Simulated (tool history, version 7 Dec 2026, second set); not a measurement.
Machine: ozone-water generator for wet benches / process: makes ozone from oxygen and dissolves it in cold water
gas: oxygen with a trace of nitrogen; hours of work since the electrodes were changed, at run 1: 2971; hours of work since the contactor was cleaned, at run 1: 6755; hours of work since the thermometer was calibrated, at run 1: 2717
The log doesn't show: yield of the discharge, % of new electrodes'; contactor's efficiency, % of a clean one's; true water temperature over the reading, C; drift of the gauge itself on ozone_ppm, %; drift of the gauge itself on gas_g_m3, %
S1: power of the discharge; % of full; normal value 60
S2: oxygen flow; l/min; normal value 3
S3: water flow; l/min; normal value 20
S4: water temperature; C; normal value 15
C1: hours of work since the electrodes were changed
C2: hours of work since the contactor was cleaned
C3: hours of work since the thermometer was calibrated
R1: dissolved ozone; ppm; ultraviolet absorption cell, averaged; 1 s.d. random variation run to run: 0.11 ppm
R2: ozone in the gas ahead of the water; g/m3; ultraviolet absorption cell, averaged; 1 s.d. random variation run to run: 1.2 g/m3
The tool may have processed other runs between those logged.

run	hour	S1	S2	S3	S4	C1	C2	C3	R1	R2
1	0	60	3	20	15	2971	6755	2717	17.1	234.7
2	94.1	60	3	20	15	3040	6824	2786	17.2	236.4
3	148.7	60	3	20	15	3080	6864	2826	17.1	235.9
4	256.1	60	3	20	15	3159	6943	2904	17	234.6
5	333.1	60	3	20	15	3215	6999	2961	17.1	235.2
6	426	60	3	20	15	3283	7067	3029	17	233.9
7	474	60	3	28	15	3318	7102	3064	12.4	233.4
8	561.4	60	3	28	15	3382	7166	3128	12.2	233.7
9	631.6	60	3	28	15	3434	7218	3179	12.2	234.8
10	700.5	60	3	28	15	3484	7268	3230	12.2	234.5
# hour 710.4: water thermometer calibrated
11	781.9	60	3	20	12	3543	7327	52	17.6	232.9
12	847.7	60	3	20	12	3591	7375	100	17.5	233.4
13	895.9	60	3	20	15	3627	7411	136	16.9	233.3
14	988.9	60	3	20	15	3695	7479	204	17	233.5
15	1094.5	60	3	20	15	3772	7556	281	16.9	234.2
16	1192.7	60	3	17	15	3844	7628	353	19.6	232.8
17	1257.1	60	3	17	15	3891	7675	400	19.5	232.9
18	1335.1	60	4.69	20	7	3948	7732	457	19.8	188.4
19	1429.9	60	1.86	16	18	4018	7802	527	18.3	295.1
20	1497.4	71	1.88	16	11	4067	7851	576	21.3	323.3
21	1564.6	71	1.88	16	11	4116	7900	625	21.3	321.6
22	1671.9	71	1.88	16	8	4195	7979	704	21.6	323.6
23	1767.5	71	1.88	16	7	4265	8049	774	21.4	323
24	1823.6	50	2.48	20	15	4306	8090	815	14.4	231.2
25	1885.9	50	2.48	20	15	4351	8135	860	14.5	228.3
26	1965.8	88	4.9	19	8	4410	8194	919	26	230.4
27	2061.3	65	3	14	15	4480	8264	989	23.9	244.7
28	2122.5	65	3	14	15	4525	8308	1033	24.1	242.7
29	2208.5	56	3	14	15	4587	8371	1096	21.8	223.2
30	2254.4	56	3	14	15	4621	8405	1130	22	222.6
31	2313.5	56	3	14	15	4664	8448	1173	21.7	224.1
32	2378.6	46	2.42	18	15	4712	8496	1221	14.9	221.1
33	2443.8	67	3	17	15	4760	8544	1269	20.6	247.5

Each run again, without the hidden state but with its own random variation kept:
run	R1	R2
1	18.6	241.2
2	18.6	243
3	18.6	242.6
4	18.5	241.5
5	18.5	242.2
6	18.5	241
7	13.6	240.6
8	13.4	241.1
9	13.4	242.2
10	13.4	242.1
11	19.2	240.6
12	19.1	241.3
13	18.4	241.2
14	18.6	241.5
15	18.5	242.5
16	21.5	241.2
17	21.4	241.4
18	21.8	195.4
19	20	306.3
20	23.4	337.2
21	23.4	335.5
22	23.8	338
23	23.7	337.6
24	15.9	239.4
25	16	236.6
26	29.2	242.6
27	26.4	255.7
28	26.6	253.7
29	24	232.5
30	24.2	231.9
31	23.9	233.6
32	16.4	229.3
33	23	259.6
